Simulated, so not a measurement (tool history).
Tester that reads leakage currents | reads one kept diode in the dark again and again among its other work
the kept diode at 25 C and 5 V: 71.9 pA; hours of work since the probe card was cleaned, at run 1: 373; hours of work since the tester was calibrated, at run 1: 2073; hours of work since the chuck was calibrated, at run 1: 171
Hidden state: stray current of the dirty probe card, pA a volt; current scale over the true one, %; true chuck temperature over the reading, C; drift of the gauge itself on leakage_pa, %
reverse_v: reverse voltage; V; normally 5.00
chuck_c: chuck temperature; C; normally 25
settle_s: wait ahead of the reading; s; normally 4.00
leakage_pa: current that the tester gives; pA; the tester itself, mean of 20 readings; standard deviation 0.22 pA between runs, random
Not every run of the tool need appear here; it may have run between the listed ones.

run	hour	reverse_v	chuck_c	settle_s	hours of work since the probe card was cleaned	hours of work since the tester was calibrated	hours of work since the chuck was calibrated	leakage_pa
1	0.0	5.00	25	4.00	373	2073	171	75.24
2	66.2	5.00	25	4.00	425	2125	223	76.37
3	145.6	5.00	25	4.00	487	2187	285	77.77
4	211.7	5.00	25	4.00	539	2239	337	78.13
5	275.7	5.00	25	4.00	589	2289	387	79.54
6	362.2	5.00	25	4.00	657	2357	455	80.29
7	411.4	5.00	25	4.00	696	2395	494	81.09
8	455.1	5.00	25	4.00	730	2430	528	81.90
# hour 494.4: chuck's temperature calibrated
9	544.0	5.00	25	4.00	798	2498	39	73.15
10	590.5	5.00	25	4.00	834	2534	75	74.03
11	678.9	5.00	25	4.00	904	2603	145	75.25
12	727.3	5.00	25	4.00	942	2641	182	75.45
13	806.2	5.00	25	4.00	1003	2703	244	77.00
14	855.7	5.00	25	4.00	1042	2742	283	77.95
15	953.9	5.00	25	4.00	1119	2819	360	79.27
16	1028.7	5.00	25	4.00	1178	2877	419	80.19
17	1101.0	5.00	25	9.90	1234	2934	475	81.24
18	1185.8	5.00	25	9.90	1301	3001	542	82.18
# hour 1209.0: chuck's temperature calibrated
19	1282.5	5.00	25	9.90	1375	3075	58	73.28
20	1341.0	5.00	25	9.90	1421	3121	103	74.06
21	1421.3	5.00	25	0.69	1484	3183	166	77.40
22	1513.0	5.00	25	0.69	1555	3255	238	78.12
23	1593.2	5.00	25	0.69	1618	3318	301	79.83
24	1654.1	5.00	25	0.69	1666	3366	349	80.98
25	1741.8	5.00	25	0.69	1735	3435	417	81.66
26	1787.4	9.28	25	0.90	1771	3470	453	103.44
27	1840.9	13.13	25	0.43	1812	3512	495	123.91
28	1897.4	1.03	25	1.73	1857	3556	539	48.35
# hour 1919.8: chuck's temperature calibrated
29	1998.3	5.00	36	5.18	1934	3634	62	191.57
30	2088.8	5.00	36	5.18	2005	3705	132	194.56
31	2130.0	5.00	36	5.18	2037	3737	165	196.04
32	2217.5	5.00	36	5.18	2106	3806	233	197.27
33	2263.9	2.05	25	3.43	2142	3842	270	58.13
34	2337.4	4.93	25	2.31	2200	3900	327	80.50
35	2430.5	4.93	25	2.31	2273	3973	400	81.55
36	2518.3	4.93	25	2.31	2341	4041	469	82.91
37	2573.8	4.93	25	2.31	2385	4085	512	83.32
38	2622.7	4.93	25	4.55	2423	4123	551	83.99
# hour 2631.4: tester calibrated
# hour 2633.4: chuck's temperature calibrated
39	2726.2	5.00	25	6.67	2501	73	73	79.66
40	2792.8	5.00	25	6.67	2553	125	125	80.26
41	2856.2	5.00	25	6.67	2603	175	175	81.75

Results for each run, recomputed without the tool's hidden state and with each run's random variation untouched:
run	leakage_pa
1	72.22
2	72.42
3	72.60
4	72.10
5	72.52
6	72.14
7	72.21
8	72.29
9	72.16
10	72.37
11	72.39
12	71.96
13	72.38
14	72.58
15	72.50
16	72.35
17	72.39
18	72.18
19	72.05
20	71.98
21	74.32
22	73.82
23	74.36
24	74.60
25	74.10
26	90.99
27	106.95
28	43.93
29	189.90
30	190.16
31	190.19
32	188.58
33	54.43
34	72.57
35	72.23
36	72.29
37	71.88
38	71.82
39	72.14
40	71.83
41	72.39
